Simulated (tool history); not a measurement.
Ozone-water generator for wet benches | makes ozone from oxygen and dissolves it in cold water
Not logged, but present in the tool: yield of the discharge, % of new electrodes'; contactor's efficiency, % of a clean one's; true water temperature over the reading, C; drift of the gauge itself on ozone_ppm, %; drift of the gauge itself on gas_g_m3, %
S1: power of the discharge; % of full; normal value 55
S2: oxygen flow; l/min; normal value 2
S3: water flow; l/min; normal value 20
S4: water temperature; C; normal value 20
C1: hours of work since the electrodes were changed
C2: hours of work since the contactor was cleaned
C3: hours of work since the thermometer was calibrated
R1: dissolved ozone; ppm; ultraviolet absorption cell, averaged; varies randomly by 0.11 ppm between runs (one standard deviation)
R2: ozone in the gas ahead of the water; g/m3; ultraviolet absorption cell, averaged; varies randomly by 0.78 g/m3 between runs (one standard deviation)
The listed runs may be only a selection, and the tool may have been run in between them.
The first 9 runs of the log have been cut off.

run	hour	S1	S2	S3	S4	C1	C2	C3	R1	R2
10	325.8	55	2.29	20	20	932	4359	1582	7.4	107.7
11	364.7	55	2.29	20	20	966	4393	1616	7.3	108
12	407	55	1.16	20	20	1002	4430	1653	6.1	155.9
13	434	55	2	13	20	1026	4453	1676	10.4	116.1
14	479.9	55	2	20	20	1066	4493	1716	7	116.6
15	515.3	55	2	20	20	1097	4524	1747	7	116.9
16	557.2	55	2	20	20	1133	4560	1783	7	116.5
17	596.5	55	2	20	21	1167	4594	1817	7.1	116.8
18	628.4	55	1.7	20	14	1195	4622	1845	7.1	126.7
19	675.3	55	2.95	20	20	1235	4663	1886	7.7	94.4
20	700.4	86	1.4	15	20	1257	4685	1908	12.4	202.1
21	745.6	42	2	20	14	1296	4724	1947	6	93.4
22	766.3	42	2	12	15	1314	4742	1965	9.1	93.1
# hour 769: water thermometer calibrated
23	810.4	41	2.06	26	12	1352	4780	36	4.3	89.2
24	850.8	41	2.43	26	17	1387	4815	71	4.5	81.6
25	875.9	55	1.41	18	20	1409	4837	93	6.9	140.8
26	899	53	2.35	20	26	1429	4857	113	6.7	104.7
# hour 933.8: water thermometer calibrated, once more
27	943.5	53	2.35	20	26	1467	4895	8	6.7	103.9
28	987.5	53	2.35	20	26	1506	4933	47	6.6	103.3
29	1019.9	53	2.35	20	26	1534	4961	75	6.7	103.7
30	1047.6	91	2.15	19	22	1558	4985	99	11.1	169.3
31	1078.8	91	2.15	19	20	1585	5012	126	11.5	171.3
32	1106.4	55	2	16	20	1609	5036	150	8.4	115.9
33	1152.3	55	1.8	23	20	1649	5076	190	5.8	121

Here are 4 independent what-if runs from the current tool condition. What would each one return?
A	1191.8	58	1.8	23	20	1683	5110	224	?	?
B	1191.8	95	3.02	14	20	1683	5110	224	?	?
C	1191.8	71	1.8	27	20	1683	5110	224	?	?
D	1191.8	55	3.49	26	20	1683	5110	224	?	?

run	R1	R2
A	6.1	127.5
B	16.1	146.8
C	6.3	151.6
D	5.9	87.6
Had the tool no hidden state, the same runs would have come out as:
run	R1	R2
A	6.6	132
B	17.5	154.6
C	6.9	158.2
D	6.4	90.6
